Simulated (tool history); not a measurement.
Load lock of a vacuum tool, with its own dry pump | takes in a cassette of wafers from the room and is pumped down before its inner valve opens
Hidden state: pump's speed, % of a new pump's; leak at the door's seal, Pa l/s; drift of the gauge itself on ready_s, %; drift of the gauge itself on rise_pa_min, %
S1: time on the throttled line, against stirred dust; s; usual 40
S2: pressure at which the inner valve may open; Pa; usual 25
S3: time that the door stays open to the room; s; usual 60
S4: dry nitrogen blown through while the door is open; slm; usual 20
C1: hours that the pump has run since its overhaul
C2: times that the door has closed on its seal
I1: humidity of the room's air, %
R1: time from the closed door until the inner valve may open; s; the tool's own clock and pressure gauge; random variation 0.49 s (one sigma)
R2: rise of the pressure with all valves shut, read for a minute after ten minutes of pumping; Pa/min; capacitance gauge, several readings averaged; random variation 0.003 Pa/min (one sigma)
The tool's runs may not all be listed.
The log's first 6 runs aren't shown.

{"run": 7, "hour": 1248.3, "S1": 40, "S2": 28, "S3": 60, "S4": 20, "C1": 6674, "C2": 19973, "I1": 43.9, "R1": 64.1, "R2": 0.045}
{"run": 8, "hour": 1370.4, "S1": 40, "S2": 28, "S3": 60, "S4": 20, "C1": 6796, "C2": 20307, "I1": 42.8, "R1": 63.6, "R2": 0.048}
{"run": 9, "hour": 1479.1, "S1": 40, "S2": 28, "S3": 60, "S4": 20, "C1": 6905, "C2": 20604, "I1": 44.0, "R1": 63.7, "R2": 0.048}
{"run": 10, "hour": 1608.8, "S1": 40, "S2": 28, "S3": 60, "S4": 20, "C1": 7035, "C2": 20958, "I1": 41.3, "R1": 64.7, "R2": 0.046}
{"run": 11, "hour": 1715.4, "S1": 40, "S2": 28, "S3": 60, "S4": 20, "C1": 7141, "C2": 21249, "I1": 43.8, "R1": 63.7, "R2": 0.046}
{"run": 12, "hour": 1822.6, "S1": 40, "S2": 28, "S3": 60, "S4": 20, "C1": 7248, "C2": 21541, "I1": 47.3, "R1": 63.1, "R2": 0.048}
{"run": 13, "hour": 1969.2, "S1": 40, "S2": 28, "S3": 60, "S4": 20, "C1": 7395, "C2": 21942, "I1": 43.4, "R1": 64.7, "R2": 0.043}
{"run": 14, "hour": 2158.0, "S1": 40, "S2": 28, "S3": 60, "S4": 20, "C1": 7584, "C2": 22457, "I1": 45.7, "R1": 62.9, "R2": 0.05}
{"run": 15, "hour": 2330.7, "S1": 40, "S2": 28, "S3": 60, "S4": 20, "C1": 7757, "C2": 22928, "I1": 46.5, "R1": 63.1, "R2": 0.049}
{"run": 16, "hour": 2539.2, "S1": 40, "S2": 28, "S3": 60, "S4": 20, "C1": 7965, "C2": 23497, "I1": 41.8, "R1": 63.3, "R2": 0.054}
{"run": 17, "hour": 2688.0, "S1": 40, "S2": 25, "S3": 60, "S4": 15, "C1": 8114, "C2": 23904, "I1": 48.1, "R1": 64.5, "R2": 0.057}
{"run": 18, "hour": 2810.3, "S1": 40, "S2": 25, "S3": 60, "S4": 15, "C1": 8236, "C2": 24238, "I1": 47.1, "R1": 64.1, "R2": 0.062}
{"run": 19, "hour": 2982.9, "S1": 40, "S2": 34, "S3": 60, "S4": 15, "C1": 8409, "C2": 24709, "I1": 48.7, "R1": 63.4, "R2": 0.057}
{"run": 20, "hour": 3210.5, "S1": 30, "S2": 25, "S3": 60, "S4": 42, "C1": 8636, "C2": 25330, "I1": 50.0, "R1": 55.9, "R2": 0.036}
{"run": 21, "hour": 3339.6, "S1": 30, "S2": 25, "S3": 60, "S4": 42, "C1": 8765, "C2": 25683, "I1": 46.2, "R1": 56.3, "R2": 0.037}
{"run": 22, "hour": 3456.9, "S1": 76, "S2": 24, "S3": 236, "S4": 7, "C1": 8883, "C2": 26003, "I1": 48.6, "R1": 94.8, "R2": 0.111}
{"run": 23, "hour": 3695.9, "S1": 76, "S2": 24, "S3": 236, "S4": 8, "C1": 9122, "C2": 26655, "I1": 40.2, "R1": 94.9, "R2": 0.093}
{"run": 24, "hour": 3844.4, "S1": 76, "S2": 32, "S3": 236, "S4": 8, "C1": 9270, "C2": 27061, "I1": 44.0, "R1": 94.1, "R2": 0.099}
{"run": 25, "hour": 4059.9, "S1": 40, "S2": 33, "S3": 60, "S4": 20, "C1": 9486, "C2": 27649, "I1": 46.2, "R1": 63.1, "R2": 0.053}
{"run": 26, "hour": 4241.2, "S1": 46, "S2": 22, "S3": 60, "S4": 20, "C1": 9667, "C2": 28144, "I1": 41.8, "R1": 69.6, "R2": 0.046}
{"run": 27, "hour": 4373.4, "S1": 46, "S2": 22, "S3": 60, "S4": 20, "C1": 9799, "C2": 28505, "I1": 42.1, "R1": 70.0, "R2": 0.048}

Run 28 comes next. What will it give?
{"run": 28, "hour": 4487.9, "S1": 46, "S2": 31, "S3": 75, "S4": 12, "C1": 9914, "C2": 28817, "I1": 43.4, "R1": "?", "R2": "?"}

{"run 28": {"R1": 68.6, "R2": 0.059}}
Without the tool's hidden state the same run would have given R1 68.6 s, R2 0.056 Pa/min.
